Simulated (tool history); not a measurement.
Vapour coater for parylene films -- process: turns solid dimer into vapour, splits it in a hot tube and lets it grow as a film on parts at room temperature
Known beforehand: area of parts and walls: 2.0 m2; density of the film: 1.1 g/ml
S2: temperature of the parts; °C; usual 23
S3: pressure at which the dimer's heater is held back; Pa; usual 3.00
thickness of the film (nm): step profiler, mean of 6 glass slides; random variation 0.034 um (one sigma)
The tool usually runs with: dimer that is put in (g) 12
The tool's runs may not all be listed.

run 1 hour=0.0 | dimer_that_is_put_in_(g)=12 S2=23 S3=3.00 | thickness_of_the_film_(nm)=3050
run 2 hour=37.9 | dimer_that_is_put_in_(g)=12 S2=23 S3=3.00 | thickness_of_the_film_(nm)=2950
run 3 hour=60.2 | dimer_that_is_put_in_(g)=12 S2=28 S3=3.00 | thickness_of_the_film_(nm)=2400
-- hour=87.1 table's thermometer calibrated
run 4 hour=101.9 | dimer_that_is_put_in_(g)=12 S2=28 S3=3.00 | thickness_of_the_film_(nm)=2550
run 5 hour=125.9 | dimer_that_is_put_in_(g)=12 S2=22 S3=3.00 | thickness_of_the_film_(nm)=3270
run 6 hour=157.8 | dimer_that_is_put_in_(g)=12 S2=22 S3=3.00 | thickness_of_the_film_(nm)=3280
run 7 hour=188.4 | dimer_that_is_put_in_(g)=12 S2=22 S3=3.00 | thickness_of_the_film_(nm)=3290
run 8 hour=209.3 | dimer_that_is_put_in_(g)=12 S2=23 S3=2.92 | thickness_of_the_film_(nm)=3130
run 9 hour=230.3 | dimer_that_is_put_in_(g)=10 S2=23 S3=3.00 | thickness_of_the_film_(nm)=2620
run 10 hour=251.7 | dimer_that_is_put_in_(g)=10 S2=23 S3=3.00 | thickness_of_the_film_(nm)=2540
run 11 hour=286.5 | dimer_that_is_put_in_(g)=10 S2=23 S3=3.00 | thickness_of_the_film_(nm)=2550
run 12 hour=309.2 | dimer_that_is_put_in_(g)=10 S2=23 S3=2.94 | thickness_of_the_film_(nm)=2550
run 13 hour=330.0 | dimer_that_is_put_in_(g)=10 S2=23 S3=2.94 | thickness_of_the_film_(nm)=2580
run 14 hour=363.4 | dimer_that_is_put_in_(g)=10 S2=23 S3=2.94 | thickness_of_the_film_(nm)=2540
run 15 hour=396.5 | dimer_that_is_put_in_(g)=10 S2=23 S3=2.94 | thickness_of_the_film_(nm)=2580
run 16 hour=414.6 | dimer_that_is_put_in_(g)=10 S2=23 S3=2.94 | thickness_of_the_film_(nm)=2450
run 17 hour=445.9 | dimer_that_is_put_in_(g)=12 S2=23 S3=3.00 | thickness_of_the_film_(nm)=2950
-- hour=469.8 trap's valve overhauled
run 18 hour=475.6 | dimer_that_is_put_in_(g)=12 S2=23 S3=5.23 | thickness_of_the_film_(nm)=3290
run 19 hour=515.6 | dimer_that_is_put_in_(g)=12 S2=23 S3=3.00 | thickness_of_the_film_(nm)=3370
run 20 hour=548.3 | dimer_that_is_put_in_(g)=5 S2=23 S3=3.00 | thickness_of_the_film_(nm)=1390
run 21 hour=587.0 | dimer_that_is_put_in_(g)=12 S2=23 S3=3.00 | thickness_of_the_film_(nm)=3290
run 22 hour=618.9 | dimer_that_is_put_in_(g)=12 S2=23 S3=3.00 | thickness_of_the_film_(nm)=3270
run 23 hour=649.7 | dimer_that_is_put_in_(g)=12 S2=23 S3=3.00 | thickness_of_the_film_(nm)=3250
run 24 hour=684.8 | dimer_that_is_put_in_(g)=19 S2=23 S3=3.00 | thickness_of_the_film_(nm)=5270
run 25 hour=725.6 | dimer_that_is_put_in_(g)=19 S2=23 S3=3.00 | thickness_of_the_film_(nm)=5140
run 26 hour=762.5 | dimer_that_is_put_in_(g)=13 S2=24 S3=3.00 | thickness_of_the_film_(nm)=3260
run 27 hour=796.7 | dimer_that_is_put_in_(g)=8 S2=21 S3=4.76 | thickness_of_the_film_(nm)=2300
run 28 hour=831.1 | dimer_that_is_put_in_(g)=14 S2=18 S3=3.78 | thickness_of_the_film_(nm)=4680
run 29 hour=852.4 | dimer_that_is_put_in_(g)=6 S2=29 S3=6.00 | thickness_of_the_film_(nm)=1130
run 30 hour=885.8 | dimer_that_is_put_in_(g)=6 S2=23 S3=10.00 | thickness_of_the_film_(nm)=1460
run 31 hour=926.1 | dimer_that_is_put_in_(g)=6 S2=26 S3=5.46 | thickness_of_the_film_(nm)=1300
run 32 hour=944.0 | dimer_that_is_put_in_(g)=6 S2=26 S3=5.46 | thickness_of_the_film_(nm)=1320
run 33 hour=982.2 | dimer_that_is_put_in_(g)=6 S2=26 S3=5.46 | thickness_of_the_film_(nm)=1320
run 34 hour=1010.7 | dimer_that_is_put_in_(g)=18 S2=23 S3=3.00 | thickness_of_the_film_(nm)=4640
run 35 hour=1034.7 | dimer_that_is_put_in_(g)=7 S2=31 S3=3.00 | thickness_of_the_film_(nm)=1240
run 36 hour=1062.8 | dimer_that_is_put_in_(g)=7 S2=31 S3=3.00 | thickness_of_the_film_(nm)=1270
run 37 hour=1095.1 | dimer_that_is_put_in_(g)=11 S2=23 S3=2.39 | thickness_of_the_film_(nm)=2840
run 38 hour=1139.0 | dimer_that_is_put_in_(g)=20 S2=20 S3=5.58 | thickness_of_the_film_(nm)=5640
run 39 hour=1160.9 | dimer_that_is_put_in_(g)=20 S2=15 S3=3.20 | thickness_of_the_film_(nm)=7230
run 40 hour=1195.1 | dimer_that_is_put_in_(g)=14 S2=17 S3=6.57 | thickness_of_the_film_(nm)=4430
run 41 hour=1216.7 | dimer_that_is_put_in_(g)=6 S2=23 S3=4.55 | thickness_of_the_film_(nm)=1470
run 42 hour=1252.7 | dimer_that_is_put_in_(g)=6 S2=35 S3=3.00 | thickness_of_the_film_(nm)=840
run 43 hour=1280.6 | dimer_that_is_put_in_(g)=6 S2=35 S3=3.00 | thickness_of_the_film_(nm)=900
run 44 hour=1321.3 | dimer_that_is_put_in_(g)=9 S2=35 S3=8.88 | thickness_of_the_film_(nm)=1250
run 45 hour=1346.6 | dimer_that_is_put_in_(g)=22 S2=20 S3=2.31 | thickness_of_the_film_(nm)=6340
run 46 hour=1374.1 | dimer_that_is_put_in_(g)=13 S2=16 S3=2.31 | thickness_of_the_film_(nm)=4510
run 47 hour=1413.3 | dimer_that_is_put_in_(g)=13 S2=16 S3=2.31 | thickness_of_the_film_(nm)=4530

Here are 3 independent what-if runs from the current tool condition. What would each one return?
run A hour=1445.6 | dimer_that_is_put_in_(g)=17 S2=19 S3=6.51 | thickness_of_the_film_(nm)=?
run B hour=1445.6 | dimer_that_is_put_in_(g)=15 S2=21 S3=8.12 | thickness_of_the_film_(nm)=?
run C hour=1445.6 | dimer_that_is_put_in_(g)=13 S2=18 S3=2.40 | thickness_of_the_film_(nm)=?

run=A thickness_of_the_film_(nm)=4820
run=B thickness_of_the_film_(nm)=3770
run=C thickness_of_the_film_(nm)=4010
Take away the tool's hidden state, keep each run's random variation, and the runs would have read:
run=A thickness_of_the_film_(nm)=5650
run=B thickness_of_the_film_(nm)=4430
run=C thickness_of_the_film_(nm)=4700
